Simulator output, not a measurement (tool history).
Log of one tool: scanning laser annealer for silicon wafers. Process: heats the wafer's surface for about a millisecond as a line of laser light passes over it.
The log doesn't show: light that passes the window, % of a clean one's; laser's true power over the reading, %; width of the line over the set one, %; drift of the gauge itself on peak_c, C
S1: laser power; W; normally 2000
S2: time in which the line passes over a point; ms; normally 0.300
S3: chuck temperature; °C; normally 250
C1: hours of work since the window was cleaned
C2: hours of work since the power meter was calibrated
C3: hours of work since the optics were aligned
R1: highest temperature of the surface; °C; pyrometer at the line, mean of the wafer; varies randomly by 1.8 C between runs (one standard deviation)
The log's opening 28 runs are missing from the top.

| run | hour | S1 | S2 | S3 | C1 | C2 | C3 | R1 |
|---|---|---|---|---|---|---|---|---|
| 29 | 668.1 | 2115 | 0.294 | 279 | 280 | 693 | 389 | 1089 |
| 30 | 692.5 | 2115 | 0.294 | 279 | 297 | 710 | 406 | 1087 |
| 31 | 705.7 | 2115 | 0.294 | 279 | 306 | 720 | 416 | 1083 |
| 32 | 726.1 | 2000 | 0.251 | 275 | 320 | 734 | 430 | 965 |
| 33 | 747.5 | 1783 | 0.324 | 288 | 335 | 749 | 445 | 997 |
| 34 | 773.5 | 2000 | 0.349 | 216 | 353 | 767 | 463 | 1051 |
| 35 | 792.8 | 2000 | 0.300 | 281 | 366 | 780 | 476 | 1049 |
| 36 | 809.7 | 2000 | 0.235 | 250 | 378 | 792 | 488 | 909 |
| 37 | 826.8 | 2000 | 0.359 | 290 | 390 | 804 | 500 | 1135 |
| 38 | 841.2 | 1736 | 0.249 | 283 | 400 | 814 | 510 | 868 |
| 39 | 858.4 | 2000 | 0.213 | 285 | 412 | 826 | 522 | 907 |
| 40 | 880.9 | 1725 | 0.377 | 221 | 428 | 842 | 537 | 962 |

Alternative continuations, all from the tool just after run 40; predict every row:
| A | 894.0 | 1725 | 0.286 | 236 | 437 | 851 | 547 | ? |
| B | 894.0 | 1993 | 0.377 | 226 | 437 | 851 | 547 | ? |
| C | 894.0 | 1814 | 0.234 | 221 | 437 | 851 | 547 | ? |
| D | 894.0 | 1725 | 0.377 | 233 | 437 | 851 | 547 | ? |

| run | R1 |
|---|---|
| A | 865 |
| B | 1095 |
| C | 812 |
| D | 973 |
With no hidden state in the tool, these same runs would have given:
| run | R1 |
|---|---|
| A | 890 |
| B | 1129 |
| C | 835 |
| D | 1002 |
